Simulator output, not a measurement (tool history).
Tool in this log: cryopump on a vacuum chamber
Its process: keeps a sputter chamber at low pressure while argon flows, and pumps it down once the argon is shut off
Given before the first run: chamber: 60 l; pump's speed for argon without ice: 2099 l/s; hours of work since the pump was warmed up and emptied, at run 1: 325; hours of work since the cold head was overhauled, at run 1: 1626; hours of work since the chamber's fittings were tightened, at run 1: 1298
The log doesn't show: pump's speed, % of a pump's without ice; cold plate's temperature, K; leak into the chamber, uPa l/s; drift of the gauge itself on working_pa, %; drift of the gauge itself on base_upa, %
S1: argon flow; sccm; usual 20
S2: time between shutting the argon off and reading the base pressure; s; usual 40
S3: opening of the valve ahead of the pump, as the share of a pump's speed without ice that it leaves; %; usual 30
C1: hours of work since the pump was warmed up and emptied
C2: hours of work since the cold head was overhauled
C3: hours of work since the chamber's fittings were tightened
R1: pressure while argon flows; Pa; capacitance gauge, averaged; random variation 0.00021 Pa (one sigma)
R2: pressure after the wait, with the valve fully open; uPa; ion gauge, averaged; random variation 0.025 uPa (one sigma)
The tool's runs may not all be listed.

{"run": 1, "hour": 0.0, "S1": 20, "S2": 40, "S3": 30, "C1": 325, "C2": 1626, "C3": 1298, "R1": 0.0562, "R2": 1.54}
{"run": 2, "hour": 25.3, "S1": 20, "S2": 40, "S3": 30, "C1": 346, "C2": 1647, "C3": 1319, "R1": 0.0566, "R2": 1.62}
{"run": 3, "hour": 59.8, "S1": 20, "S2": 40, "S3": 56, "C1": 374, "C2": 1675, "C3": 1347, "R1": 0.0317, "R2": 1.6}
{"hour": 97.5, "done": "pump warmed up, emptied and cooled again"}
{"run": 4, "hour": 102.7, "S1": 20, "S2": 40, "S3": 56, "C1": 4, "C2": 1706, "C3": 1378, "R1": 0.0288, "R2": 1.56}
{"run": 5, "hour": 136.1, "S1": 20, "S2": 162, "S3": 30, "C1": 32, "C2": 1734, "C3": 1406, "R1": 0.054, "R2": 0.6}
{"run": 6, "hour": 180.6, "S1": 17, "S2": 40, "S3": 30, "C1": 68, "C2": 1771, "C3": 1442, "R1": 0.0459, "R2": 1.56}
{"run": 7, "hour": 206.1, "S1": 17, "S2": 40, "S3": 30, "C1": 89, "C2": 1792, "C3": 1464, "R1": 0.0464, "R2": 1.57}
{"run": 8, "hour": 254.4, "S1": 17, "S2": 40, "S3": 30, "C1": 129, "C2": 1831, "C3": 1503, "R1": 0.0465, "R2": 1.59}
{"run": 9, "hour": 278.0, "S1": 17, "S2": 40, "S3": 30, "C1": 149, "C2": 1851, "C3": 1523, "R1": 0.0463, "R2": 1.55}
{"run": 10, "hour": 315.1, "S1": 20, "S2": 23, "S3": 30, "C1": 179, "C2": 1881, "C3": 1553, "R1": 0.055, "R2": 2.66}
{"run": 11, "hour": 367.5, "S1": 20, "S2": 20, "S3": 30, "C1": 222, "C2": 1925, "C3": 1597, "R1": 0.0554, "R2": 2.82}
{"run": 12, "hour": 401.7, "S1": 20, "S2": 20, "S3": 30, "C1": 251, "C2": 1953, "C3": 1625, "R1": 0.056, "R2": 2.88}
{"run": 13, "hour": 432.7, "S1": 20, "S2": 20, "S3": 30, "C1": 276, "C2": 1978, "C3": 1650, "R1": 0.0558, "R2": 2.87}
{"run": 14, "hour": 479.8, "S1": 20, "S2": 20, "S3": 30, "C1": 315, "C2": 2017, "C3": 1689, "R1": 0.0563, "R2": 2.94}
{"run": 15, "hour": 508.1, "S1": 20, "S2": 20, "S3": 30, "C1": 338, "C2": 2040, "C3": 1712, "R1": 0.0563, "R2": 2.95}
{"run": 16, "hour": 536.3, "S1": 20, "S2": 40, "S3": 30, "C1": 362, "C2": 2064, "C3": 1736, "R1": 0.0569, "R2": 1.64}
{"run": 17, "hour": 579.9, "S1": 20, "S2": 40, "S3": 30, "C1": 397, "C2": 2100, "C3": 1771, "R1": 0.0569, "R2": 1.7}
{"hour": 588.8, "done": "pump warmed up, emptied and cooled again"}
{"run": 18, "hour": 620.3, "S1": 17, "S2": 28, "S3": 30, "C1": 26, "C2": 2129, "C3": 1801, "R1": 0.046, "R2": 2.16}
{"run": 19, "hour": 644.8, "S1": 17, "S2": 28, "S3": 15, "C1": 46, "C2": 2149, "C3": 1821, "R1": 0.0918, "R2": 2.16}
{"run": 20, "hour": 674.4, "S1": 17, "S2": 36, "S3": 50, "C1": 71, "C2": 2173, "C3": 1845, "R1": 0.0276, "R2": 1.75}
{"run": 21, "hour": 701.3, "S1": 40, "S2": 224, "S3": 50, "C1": 93, "C2": 2195, "C3": 1867, "R1": 0.0663, "R2": 0.56}
{"run": 22, "hour": 752.4, "S1": 12, "S2": 69, "S3": 30, "C1": 135, "C2": 2238, "C3": 1910, "R1": 0.0332, "R2": 1.09}
{"run": 23, "hour": 788.9, "S1": 12, "S2": 69, "S3": 30, "C1": 165, "C2": 2268, "C3": 1940, "R1": 0.033, "R2": 1.11}
{"run": 24, "hour": 818.0, "S1": 12, "S2": 69, "S3": 30, "C1": 189, "C2": 2292, "C3": 1964, "R1": 0.0333, "R2": 1.1}
{"run": 25, "hour": 863.7, "S1": 12, "S2": 69, "S3": 30, "C1": 226, "C2": 2329, "C3": 2001, "R1": 0.0335, "R2": 1.13}
{"run": 26, "hour": 898.1, "S1": 13, "S2": 69, "S3": 44, "C1": 255, "C2": 2358, "C3": 2030, "R1": 0.0251, "R2": 1.12}
{"run": 27, "hour": 949.0, "S1": 20, "S2": 40, "S3": 59, "C1": 297, "C2": 2400, "C3": 2071, "R1": 0.0293, "R2": 1.7}
{"run": 28, "hour": 970.8, "S1": 22, "S2": 40, "S3": 27, "C1": 315, "C2": 2418, "C3": 2090, "R1": 0.0681, "R2": 1.71}
{"run": 29, "hour": 1017.5, "S1": 31, "S2": 96, "S3": 16, "C1": 353, "C2": 2456, "C3": 2128, "R1": 0.1603, "R2": 0.92}
{"run": 30, "hour": 1041.4, "S1": 31, "S2": 96, "S3": 16, "C1": 373, "C2": 2476, "C3": 2148, "R1": 0.1607, "R2": 0.93}

What does the tool deliver on the next run?
{"hour": 1079.6, "done": "pump warmed up, emptied and cooled again"}
{"run": 31, "hour": 1086.9, "S1": 19, "S2": 40, "S3": 32, "C1": 6, "C2": 2509, "C3": 2181, "R1": "?", "R2": "?"}

{"run 31": {"R1": 0.0482, "R2": 1.64}}
On a tool with no hidden condition, and with the same random variation, this run would have come out at R1 0.048 Pa, R2 1.42 uPa.
